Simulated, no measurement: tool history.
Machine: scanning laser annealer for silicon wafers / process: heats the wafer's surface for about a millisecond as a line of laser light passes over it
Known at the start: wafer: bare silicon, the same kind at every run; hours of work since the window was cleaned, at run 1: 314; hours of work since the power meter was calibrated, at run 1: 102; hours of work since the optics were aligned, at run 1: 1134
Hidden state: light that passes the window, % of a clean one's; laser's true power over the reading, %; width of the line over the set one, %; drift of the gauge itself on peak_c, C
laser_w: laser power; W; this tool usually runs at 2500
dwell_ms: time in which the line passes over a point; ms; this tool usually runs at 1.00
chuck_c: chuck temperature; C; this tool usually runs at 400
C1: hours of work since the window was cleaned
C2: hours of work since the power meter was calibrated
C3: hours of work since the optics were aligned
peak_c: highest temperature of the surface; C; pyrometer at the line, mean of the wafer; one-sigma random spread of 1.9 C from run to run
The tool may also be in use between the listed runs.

Run 1, day 0.000: usual settings; C1 314; C2 102; C3 1134. Result: peak_c 1152 C.
Run 2, day 0.325: usual settings; C1 320; C2 107; C3 1140. Result: peak_c 1149 C.
Run 3, day 0.712: usual settings; C1 327; C2 114; C3 1147. Result: peak_c 1150 C.
Run 4, day 1.267: usual settings; C1 336; C2 124; C3 1156. Result: peak_c 1149 C.
Run 5, day 1.862: usual settings; C1 347; C2 134; C3 1167. Result: peak_c 1151 C.
Run 6, day 2.271: usual settings; C1 354; C2 141; C3 1174. Result: peak_c 1148 C.
At day 2.746: window over the wafer cleaned.
Run 7, day 2.800: usual settings; C1 1; C2 149; C3 1182. Result: peak_c 1187 C.
Run 8, day 3.342: usual settings; C1 10; C2 159; C3 1191. Result: peak_c 1181 C.
Run 9, day 3.942: usual settings; C1 21; C2 169; C3 1202. Result: peak_c 1181 C.
Run 10, day 4.546: usual settings; C1 32; C2 180; C3 1212. Result: peak_c 1182 C.
Run 11, day 4.954: usual settings; C1 39; C2 187; C3 1220. Result: peak_c 1181 C.
Run 12, day 5.529: usual settings; C1 49; C2 197; C3 1230. Result: peak_c 1179 C.
Run 13, day 6.167: usual settings but laser_w 2569 W; C1 60; C2 208; C3 1241. Result: peak_c 1198 C.
Run 14, day 6.708: usual settings but laser_w 2569 W, dwell_ms 1.04 ms; C1 69; C2 218; C3 1250. Result: peak_c 1216 C.
At day 6.858: laser's power meter calibrated.
Run 15, day 7.171: usual settings but dwell_ms 0.99 ms; C1 75; C2 5; C3 1256. Result: peak_c 1172 C.
Run 16, day 7.471: usual settings but dwell_ms 0.99 ms; C1 81; C2 11; C3 1261. Result: peak_c 1173 C.
Run 17, day 8.008: usual settings but dwell_ms 0.99 ms; C1 90; C2 20; C3 1271. Result: peak_c 1172 C.
Run 18, day 8.467: usual settings but dwell_ms 0.99 ms, chuck_c 380 C; C1 98; C2 28; C3 1279. Result: peak_c 1148 C.
Run 19, day 9.050: usual settings but dwell_ms 0.99 ms, chuck_c 380 C; C1 108; C2 38; C3 1289. Result: peak_c 1151 C.
Run 20, day 9.633: usual settings but dwell_ms 0.99 ms, chuck_c 380 C; C1 118; C2 49; C3 1299. Result: peak_c 1149 C.
Run 21, day 10.171: usual settings but laser_w 2450 W, dwell_ms 1.22 ms, chuck_c 401 C; C1 128; C2 58; C3 1309. Result: peak_c 1243 C.
Run 22, day 10.504: usual settings but laser_w 2450 W, dwell_ms 1.22 ms, chuck_c 401 C; C1 134; C2 64; C3 1315. Result: peak_c 1241 C.
At day 10.725: laser's power meter calibrated, once more.
Run 23, day 11.208: usual settings but laser_w 2653 W, dwell_ms 1.12 ms, chuck_c 417 C; C1 144; C2 8; C3 1325. Result: peak_c 1289 C.
Run 24, day 11.658: usual settings but laser_w 2540 W, dwell_ms 1.19 ms, chuck_c 390 C; C1 152; C2 16; C3 1333. Result: peak_c 1249 C.
Run 25, day 12.004: usual settings but laser_w 2386 W, dwell_ms 0.83 ms, chuck_c 404 C; C1 158; C2 22; C3 1339. Result: peak_c 1063 C.
Run 26, day 12.292: usual settings but dwell_ms 1.03 ms; C1 163; C2 27; C3 1344. Result: peak_c 1182 C.
Run 27, day 12.771: usual settings but laser_w 2142 W, dwell_ms 0.92 ms; C1 171; C2 36; C3 1352. Result: peak_c 1025 C.
Run 28, day 13.121: usual settings but dwell_ms 0.89 ms, chuck_c 407 C; C1 177; C2 42; C3 1358. Result: peak_c 1127 C.
Run 29, day 13.471: usual settings but dwell_ms 1.04 ms, chuck_c 425 C; C1 183; C2 48; C3 1364. Result: peak_c 1207 C.
Run 30, day 13.871: usual settings but laser_w 2306 W, dwell_ms 1.13 ms, chuck_c 373 C; C1 190; C2 55; C3 1371. Result: peak_c 1123 C.
Run 31, day 14.325: usual settings but laser_w 2348 W, dwell_ms 1.14 ms, chuck_c 385 C; C1 198; C2 63; C3 1379. Result: peak_c 1153 C.
Run 32, day 14.600: usual settings but laser_w 2348 W, dwell_ms 1.14 ms, chuck_c 385 C; C1 203; C2 68; C3 1384. Result: peak_c 1154 C.
Run 33, day 14.942: usual settings but laser_w 2192 W, dwell_ms 0.97 ms; C1 209; C2 74; C3 1390. Result: peak_c 1056 C.
Run 34, day 15.242: usual settings but laser_w 2432 W, dwell_ms 0.77 ms, chuck_c 375 C; C1 214; C2 79; C3 1395. Result: peak_c 1017 C.
Run 35, day 15.667: usual settings but laser_w 2351 W, dwell_ms 1.18 ms, chuck_c 427 C; C1 222; C2 87; C3 1403. Result: peak_c 1215 C.
Run 36, day 15.996: usual settings but laser_w 2351 W, dwell_ms 1.18 ms, chuck_c 427 C; C1 228; C2 92; C3 1408. Result: peak_c 1212 C.
Run 37, day 16.621: usual settings but dwell_ms 0.82 ms, chuck_c 422 C; C1 239; C2 103; C3 1419. Result: peak_c 1108 C.
Run 38, day 17.017: usual settings but laser_w 2172 W, dwell_ms 0.93 ms, chuck_c 370 C; C1 245; C2 110; C3 1426. Result: peak_c 1005 C.
Run 39, day 17.554: usual settings but laser_w 2134 W, chuck_c 410 C; C1 255; C2 120; C3 1436. Result: peak_c 1054 C.
Run 40, day 18.088: usual settings but laser_w 2431 W, dwell_ms 0.72 ms, chuck_c 424 C; C1 264; C2 129; C3 1445. Result: peak_c 1036 C.

Difference, measured minus no-hidden-state, one row per run. Run-to-run variation is common to both terms; the gauge's own scatter need not be:
run  peak_c
  1     -37
  2     -38
  3     -39
  4     -39
  5     -41
  6     -41
  7      -4
  8      -5
  9      -6
 10      -7
 11      -8
 12      -8
 13     -10
 14     -12
 15     -12
 16     -12
 17     -13
 18     -14
 19     -15
 20     -16
 21     -18
 22     -19
 23     -20
 24     -20
 25     -17
 26     -20
 27     -17
 28     -19
 29     -22
 30     -22
 31     -23
 32     -23
 33     -20
 34     -21
 35     -26
 36     -26
 37     -24
 38     -22
 39     -24
 40     -24
